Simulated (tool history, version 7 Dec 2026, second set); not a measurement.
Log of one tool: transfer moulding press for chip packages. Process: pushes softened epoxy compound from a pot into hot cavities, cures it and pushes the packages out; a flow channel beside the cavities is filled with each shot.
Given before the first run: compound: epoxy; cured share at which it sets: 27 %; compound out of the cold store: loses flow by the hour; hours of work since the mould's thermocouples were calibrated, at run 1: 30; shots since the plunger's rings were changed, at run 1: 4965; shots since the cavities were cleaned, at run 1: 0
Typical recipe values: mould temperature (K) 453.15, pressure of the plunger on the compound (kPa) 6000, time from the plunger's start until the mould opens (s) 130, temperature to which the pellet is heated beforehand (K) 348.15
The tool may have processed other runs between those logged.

run,day,mould temperature (K),pressure of the plunger on the compound (kPa),time from the plunger's start until the mould opens (s),temperature to which the pellet is heated beforehand (K),hours of work since the mould's thermocouples were calibrated,shots since the plunger's rings were changed,shots since the cavities were cleaned,incoming compound's hours out of the cold store,length that the compound runs in the flow channel (mm),greatest force on the pins that push the packages out (N)
1,0.000,453.15,6000,130,348.15,30,4965,0,40.5,532,415
2,0.317,453.15,6000,130,348.15,36,5044,79,11.4,596,511
3,0.642,453.15,6000,130,348.15,41,5125,160,17.2,601,566
4,0.904,453.15,6000,158,348.15,46,5190,225,35.6,549,508
5,1.254,453.15,6000,158,348.15,52,5278,313,31.6,549,572
6,1.458,453.15,6000,130,348.15,56,5328,363,19.2,586,710
7,1.783,453.15,6000,130,348.15,62,5409,444,11.6,608,713
8,2.200,453.15,6000,130,348.15,69,5513,548,17.7,581,779
# day 2.288: cavities cleaned with cleaning compound and waxed
9,2.471,453.15,6000,130,348.15,73,5565,46,23.5,566,480
10,2.858,453.15,6000,130,348.15,80,5661,142,23.9,573,566
11,3.154,453.15,6000,130,348.15,85,5735,216,21.8,570,624
12,3.488,453.15,6000,130,348.15,91,5819,300,9.8,597,675
13,3.829,453.15,6000,130,348.15,97,5903,384,47.4,517,701
14,4.012,453.15,6000,130,348.15,101,5949,430,11.2,604,731
15,4.412,449.15,5060,131,348.15,108,6048,529,16.3,550,916

Consider 4 possible next runs. They are alternatives, not a sequence: every one starts from the tool as it was left by run 15. What does each give?
# day 4.575: cavities cleaned with cleaning compound and waxed
A,4.825,449.15,6130,155,348.15,114,6136,63,24.4,?,?
# day 4.575: cavities cleaned with cleaning compound and waxed
B,4.825,452.15,6000,136,348.15,114,6136,63,26.8,?,?
# day 4.575: cavities cleaned with cleaning compound and waxed
C,4.825,449.15,5060,131,351.15,114,6136,63,37.3,?,?
# day 4.575: cavities cleaned with cleaning compound and waxed
D,4.825,449.15,6020,114,346.15,114,6136,63,45.0,?,?

run,length that the compound runs in the flow channel (mm),greatest force on the pins that push the packages out (N)
A,573,485
B,561,503
C,494,591
D,517,752
The same runs, with their run-to-run variation unchanged, on a tool lacking any hidden condition would have given:
run,length that the compound runs in the flow channel (mm),greatest force on the pins that push the packages out (N)
A,655,427
B,642,442
C,565,513
D,592,649
